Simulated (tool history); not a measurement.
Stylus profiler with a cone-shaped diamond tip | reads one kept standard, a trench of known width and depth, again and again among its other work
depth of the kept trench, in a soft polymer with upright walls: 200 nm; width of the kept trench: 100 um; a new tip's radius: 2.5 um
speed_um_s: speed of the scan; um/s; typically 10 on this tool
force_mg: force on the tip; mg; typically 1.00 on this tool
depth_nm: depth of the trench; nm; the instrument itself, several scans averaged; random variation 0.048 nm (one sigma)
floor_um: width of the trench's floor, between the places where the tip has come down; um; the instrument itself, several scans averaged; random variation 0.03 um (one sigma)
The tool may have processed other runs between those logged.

run,day,speed_um_s,force_mg,depth_nm,floor_um
1,0.000,10,1.00,201.27,97.36
2,3.333,10,1.00,201.24,97.32
3,5.875,10,2.81,202.79,97.30
4,9.412,10,2.81,202.75,97.33
5,13.742,5,1.00,201.23,97.33
6,16.792,5,1.00,201.28,97.32
7,21.054,5,1.00,201.19,97.25
8,24.192,5,1.00,201.14,97.17
9,28.508,5,1.00,201.24,97.17
10,31.900,5,1.00,201.14,97.18
11,35.050,5,1.00,201.17,97.12
12,37.046,5,1.00,201.16,97.12
13,39.075,8,1.89,201.98,97.09
14,43.108,33,1.37,201.38,96.99
15,46.562,33,1.37,201.46,96.93
# day 46.888: height scale calibrated on a step standard
16,49.962,33,1.37,201.09,96.89
17,53.912,5,1.00,200.78,96.97
18,57.312,3,0.52,200.19,97.00
19,59.833,3,0.69,200.43,96.96
20,61.779,16,1.43,201.24,96.88
# day 65.633: height scale calibrated on a step standard, once more
21,65.633,10,0.61,201.10,96.92
22,69.458,10,0.61,200.98,96.89

Predict each of these 5 candidate next runs independently; none follows another, all start after run 22:
A,71.425,10,1.64,?,?
B,71.425,21,1.00,?,?
C,71.425,24,1.00,?,?
D,71.425,10,0.94,?,?
E,71.425,32,0.74,?,?

run,depth_nm,floor_um
A,202.18,96.88
B,201.41,96.81
C,201.39,96.78
D,201.31,96.89
E,201.10,96.74
What these runs would have given with no unlogged condition in the tool:
run,depth_nm,floor_um
A,202.31,98.01
B,201.53,97.94
C,201.52,97.91
D,201.44,98.02
E,201.23,97.88
